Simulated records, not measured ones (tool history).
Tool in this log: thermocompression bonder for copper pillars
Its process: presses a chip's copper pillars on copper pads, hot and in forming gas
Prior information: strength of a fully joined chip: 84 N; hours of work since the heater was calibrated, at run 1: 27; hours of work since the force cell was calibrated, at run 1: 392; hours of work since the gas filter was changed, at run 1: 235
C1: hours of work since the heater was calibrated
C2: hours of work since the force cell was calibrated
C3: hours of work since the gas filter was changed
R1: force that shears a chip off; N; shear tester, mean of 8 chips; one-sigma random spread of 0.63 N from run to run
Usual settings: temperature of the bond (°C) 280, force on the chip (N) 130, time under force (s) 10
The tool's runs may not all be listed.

Run 1, hour 0: usual settings; C1 27; C2 392; C3 235. Result: R1 41 N.
Run 2, hour 31: usual settings; C1 51; C2 417; C3 259. Result: R1 41.4 N.
Run 3, hour 80.3: usual settings; C1 90; C2 455; C3 298. Result: R1 41.4 N.
Run 4, hour 138.9: usual settings; C1 136; C2 501; C3 343. Result: R1 41.2 N.
At hour 142.8: forming gas filter changed.
Run 5, hour 169.3: usual settings; C1 159; C2 525; C3 21. Result: R1 45.3 N.
Run 6, hour 210.6: usual settings but temperature of the bond (°C) 274; C1 192; C2 557; C3 53. Result: R1 41.5 N.
Run 7, hour 240.4: usual settings but temperature of the bond (°C) 274, force on the chip (N) 192; C1 215; C2 580; C3 76. Result: R1 59 N.
Run 8, hour 281.1: usual settings but temperature of the bond (°C) 274, force on the chip (N) 192; C1 247; C2 612; C3 108. Result: R1 59.3 N.
Run 9, hour 316.8: usual settings but temperature of the bond (°C) 274, force on the chip (N) 110; C1 275; C2 640; C3 136. Result: R1 34.6 N.
Run 10, hour 359: usual settings but force on the chip (N) 160; C1 308; C2 673; C3 169. Result: R1 54 N.
Run 11, hour 413.2: usual settings but force on the chip (N) 132; C1 350; C2 715; C3 212. Result: R1 45.2 N.
Run 12, hour 475.5: usual settings but force on the chip (N) 132; C1 399; C2 764; C3 260. Result: R1 45.2 N.
Run 13, hour 537.3: usual settings but force on the chip (N) 132; C1 447; C2 812; C3 309. Result: R1 45 N.
Run 14, hour 581.8: usual settings but temperature of the bond (°C) 296, force on the chip (N) 111; C1 482; C2 847; C3 344. Result: R1 45.7 N.
At hour 588: forming gas filter changed.
Run 15, hour 640.6: usual settings but temperature of the bond (°C) 296, force on the chip (N) 111; C1 528; C2 893; C3 41. Result: R1 50.7 N.
Run 16, hour 692: usual settings but temperature of the bond (°C) 296, force on the chip (N) 111; C1 568; C2 933; C3 81. Result: R1 51.4 N.
Run 17, hour 750.5: usual settings but temperature of the bond (°C) 260, force on the chip (N) 151, time under force (s) 5; C1 614; C2 979; C3 127. Result: R1 34.5 N.
Run 18, hour 788.7: usual settings but temperature of the bond (°C) 296, force on the chip (N) 166, time under force (s) 19; C1 644; C2 1009; C3 157. Result: R1 72.5 N.
Run 19, hour 836: usual settings but temperature of the bond (°C) 296, force on the chip (N) 154, time under force (s) 19; C1 681; C2 1046; C3 194. Result: R1 70 N.
Run 20, hour 899.6: usual settings but temperature of the bond (°C) 296, force on the chip (N) 154, time under force (s) 19; C1 730; C2 1096; C3 244. Result: R1 69.4 N.
Run 21, hour 929.2: usual settings but temperature of the bond (°C) 296, force on the chip (N) 154, time under force (s) 19; C1 754; C2 1119; C3 267. Result: R1 69.5 N.
Run 22, hour 956.9: usual settings but temperature of the bond (°C) 296, force on the chip (N) 154, time under force (s) 19; C1 775; C2 1140; C3 289. Result: R1 68.3 N.
Run 23, hour 1021.8: usual settings but temperature of the bond (°C) 256, force on the chip (N) 191, time under force (s) 19; C1 826; C2 1191; C3 339. Result: R1 56.7 N.
At hour 1032.9: forming gas filter changed.
Run 24, hour 1073.1: usual settings but temperature of the bond (°C) 303, force on the chip (N) 93; C1 866; C2 1231; C3 31. Result: R1 48.6 N.
At hour 1078.5: heater calibrated with a thermocouple chip.
Run 25, hour 1124.7: usual settings but temperature of the bond (°C) 298, force on the chip (N) 151, time under force (s) 9; C1 36; C2 1270; C3 70. Result: R1 59.4 N.

Alternative continuations, all from the tool just after run 25; predict every row:
Run A, hour 1166.4: usual settings but temperature of the bond (°C) 270, force on the chip (N) 169, time under force (s) 7; C1 69; C2 1302; C3 103. Result: R1 ?.
Run B, hour 1166.4: usual settings but temperature of the bond (°C) 309, force on the chip (N) 146, time under force (s) 15; C1 69; C2 1302; C3 103. Result: R1 ?.
Run C, hour 1166.4: usual settings but temperature of the bond (°C) 279, force on the chip (N) 151, time under force (s) 9; C1 69; C2 1302; C3 103. Result: R1 ?.

run    R1
  A  44.7
  B  68.9
  C  47.8
Without the tool's hidden state the same runs would have given:
run    R1
  A  43.8
  B  69.4
  C    47

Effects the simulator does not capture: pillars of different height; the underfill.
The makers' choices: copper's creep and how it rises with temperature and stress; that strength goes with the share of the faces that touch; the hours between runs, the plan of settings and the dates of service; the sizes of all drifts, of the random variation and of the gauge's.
